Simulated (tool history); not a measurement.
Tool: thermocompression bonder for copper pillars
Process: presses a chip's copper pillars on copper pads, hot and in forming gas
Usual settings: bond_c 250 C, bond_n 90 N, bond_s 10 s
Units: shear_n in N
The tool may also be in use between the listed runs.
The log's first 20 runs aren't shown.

run 21 hour=914.6 | bond_c=262 bond_n=90 bond_s=13 | shear_n=89.1
run 22 hour=975.6 | bond_c=272 bond_n=68 bond_s=15 | shear_n=96.3
run 23 hour=1004.0 | bond_c=263 bond_n=132 bond_s=13 | shear_n=102.8
run 24 hour=1057.4 | bond_c=263 bond_n=132 bond_s=13 | shear_n=102.7
run 25 hour=1087.2 | bond_c=263 bond_n=59 bond_s=13 | shear_n=77.0
run 26 hour=1133.2 | bond_c=273 bond_n=106 bond_s=17 | shear_n=114.8
run 27 hour=1184.2 | bond_c=273 bond_n=106 bond_s=17 | shear_n=113.8
run 28 hour=1230.1 | bond_c=273 bond_n=106 bond_s=17 | shear_n=111.6
-- hour=1259.1 forming gas filter changed
run 29 hour=1267.3 | bond_c=273 bond_n=106 bond_s=17 | shear_n=114.9
run 30 hour=1296.9 | bond_c=250 bond_n=90 bond_s=21 | shear_n=88.2
run 31 hour=1353.8 | bond_c=250 bond_n=115 bond_s=15 | shear_n=89.2
run 32 hour=1396.8 | bond_c=250 bond_n=115 bond_s=15 | shear_n=86.5
run 33 hour=1463.2 | bond_c=238 bond_n=91 bond_s=7 | shear_n=48.7
run 34 hour=1528.6 | bond_c=238 bond_n=91 bond_s=7 | shear_n=50.2

The next listed run, before its measurement:
run 35 hour=1593.9 | bond_c=261 bond_n=76 bond_s=7 | shear_n=?

{"run 35": {"shear_n": 69.1}}
Without the tool's hidden state the same run would have given shear_n 69.1 N.

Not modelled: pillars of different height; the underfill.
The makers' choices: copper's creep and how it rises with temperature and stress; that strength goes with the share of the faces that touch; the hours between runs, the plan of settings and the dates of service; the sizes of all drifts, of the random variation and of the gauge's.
